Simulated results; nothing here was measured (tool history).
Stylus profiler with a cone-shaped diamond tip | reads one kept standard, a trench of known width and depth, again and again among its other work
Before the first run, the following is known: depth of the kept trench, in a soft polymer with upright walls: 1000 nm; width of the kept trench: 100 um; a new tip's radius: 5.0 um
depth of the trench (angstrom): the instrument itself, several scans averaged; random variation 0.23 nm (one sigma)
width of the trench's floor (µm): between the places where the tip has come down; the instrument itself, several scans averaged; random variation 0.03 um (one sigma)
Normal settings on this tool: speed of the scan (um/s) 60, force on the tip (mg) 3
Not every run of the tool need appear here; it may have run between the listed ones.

run    hour  speed of the scan (um/s)  force on the tip (mg)  depth of the trench (angstrom)  width of the trench's floor (µm)
  1       0                        60                      3                         10156.2                             90.81
  2    34.8                        60                   1.31                         10076.1                              90.6
  3    72.9                        60                   1.31                           10075                             90.47
  4     133                        60                   1.31                         10071.2                              90.3
  5   167.4                        60                   1.31                         10073.4                             90.24
  6   212.2                       173                      3                           10146                             89.68
  7   240.9                        60                   1.09                         10054.8                             90.01
  8   270.4                        60                   3.31                         10158.8                             90.21
  9   318.1                        53                   3.31                         10160.2                             90.15
 10   383.2                        53                   3.31                         10159.3                             90.05
 11   426.7                        53                   3.31                         10158.1                             89.95
 12   458.1                        53                   3.31                         10155.8                              89.9
      494.6  -- height scale calibrated on a step standard
 13   494.6                        53                   3.31                         10202.6                             89.81
 14   522.3                        60                   6.64                         10317.9                             89.81
 15   588.7                        60                   6.64                           10311                             89.68
 16   618.1                        60                   6.64                         10312.9                             89.62
 17   655.9                        60                   6.64                         10309.1                             89.56
 18   700.2                        60                   6.64                         10307.6                             89.45
 19   751.4                        60                   6.64                         10311.1                             89.35
 20   800.7                        56                   6.64                         10308.7                             89.22
 21   829.5                        56                   6.64                         10310.3                             89.19
 22   874.9                        56                   6.64                         10302.4                             89.17
 23   913.1                        56                   6.64                         10306.6                             89.03
 24   965.1                        60                   5.67                           10273                             88.95
 25  1028.9                        60                   5.67                         10270.3                             88.81
 26  1065.8                        35                   1.79                         10117.2                              88.7
 27  1132.7                        69                   4.63                         10237.9                             88.57
 28  1163.7                        46                   2.92                         10165.2                             88.58
 29  1218.7                        46                   2.92                         10164.7                             88.43
 30  1248.5                        60                   6.99                         10305.2                             88.42
 31  1314.4                        60                   6.99                           10307                             88.33
     1334.7  -- new tip fitted, height scale calibrated
 32  1343.7                        21                   4.57                         10247.6                             93.86
 33  1410.5                       154                      3                         10183.7                             92.84
 34  1458.3                        25                      3                         10185.9                             93.39
 35  1524.5                        86                   2.89                         10176.6                             92.88
 36  1573.8                        20                   7.18                         10326.7                             93.16
 37  1604.6                        20                   7.18                         10328.9                             93.05
 38  1638.3                        58                    6.2                         10296.7                             92.79
 39  1690.5                        44                   2.59                           10161                             92.59
 40  1733.5                        17                   7.79                         10339.1                             92.72

What will run 41 give?
 41  1790.7                        95                   1.77                               ?                                 ?

depth of the trench (angstrom): 10116
width of the trench's floor (µm): 91.87
With no hidden state in the tool, this same run would have given depth of the trench (angstrom) 10125.4, width of the trench's floor (µm) 93.28.

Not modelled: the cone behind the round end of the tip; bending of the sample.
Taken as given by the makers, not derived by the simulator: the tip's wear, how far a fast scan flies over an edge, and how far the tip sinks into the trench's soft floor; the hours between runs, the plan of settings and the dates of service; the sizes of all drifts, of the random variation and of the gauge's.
